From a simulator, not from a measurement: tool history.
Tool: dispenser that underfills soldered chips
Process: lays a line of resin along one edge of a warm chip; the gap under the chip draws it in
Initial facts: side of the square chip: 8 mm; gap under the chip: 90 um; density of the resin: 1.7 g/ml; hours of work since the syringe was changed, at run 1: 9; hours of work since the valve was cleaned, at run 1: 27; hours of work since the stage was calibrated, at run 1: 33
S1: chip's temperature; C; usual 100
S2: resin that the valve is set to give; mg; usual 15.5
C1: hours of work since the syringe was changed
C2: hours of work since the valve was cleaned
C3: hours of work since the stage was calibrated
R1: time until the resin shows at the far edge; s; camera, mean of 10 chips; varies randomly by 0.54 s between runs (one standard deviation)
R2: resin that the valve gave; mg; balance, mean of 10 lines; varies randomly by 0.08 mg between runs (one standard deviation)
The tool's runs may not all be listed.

run   hour   S1    S2  C1  C2   C3    R1     R2
  1      0  100  15.5   9  27   33  65.4  15.13
       4.4  -- new syringe of resin
  2    6.1  100  15.5   1  31   38  47.6  15.07
  3     18  100  15.5  10  40   46  67.6  15.11
      20.8  -- new syringe of resin
  4   29.3  100  15.5   6  48   55  59.2  14.92
      37.2  -- new syringe of resin
  5   37.2  100  15.5   0  54   60  43.5  14.82
  6   42.9  100  15.5   4  58   65    52   14.8
  7   51.6  100  15.5  11  65   71  69.9  14.62
      53.5  -- new syringe of resin
  8   59.2  100  15.5   4  70   76  54.7  14.64
  9   66.4  100  13.3  10  75   82    70   12.5
        70  -- new syringe of resin
 10   73.9  100  13.3   3  81   87  53.3  12.37
      83.6  -- dispensing valve cleaned and set on the balance
 11   86.3  100  13.3  11   2   96  73.7   13.2
      87.4  -- new syringe of resin
 12     98  113  19.3   8  10  104    44  19.15
     104.4  -- new syringe of resin
 13  106.4  113  19.3   1  16  110  33.7  18.99
 14  116.7  113  14.3   9  24  118  47.4   14.1
     121.3  -- new syringe of resin
 15  125.3  100  16.6   3  30  124  49.7   16.2

The next listed run, before its measurement:
 16  131.6  100  16.6   8  35  128   ?   ?

{"run 16": {"R1": 60.2, "R2": 16.11}}
If the tool had no hidden condition, the same run with the same run-to-run variation would have returned R1 44.3 s, R2 16.54 mg.
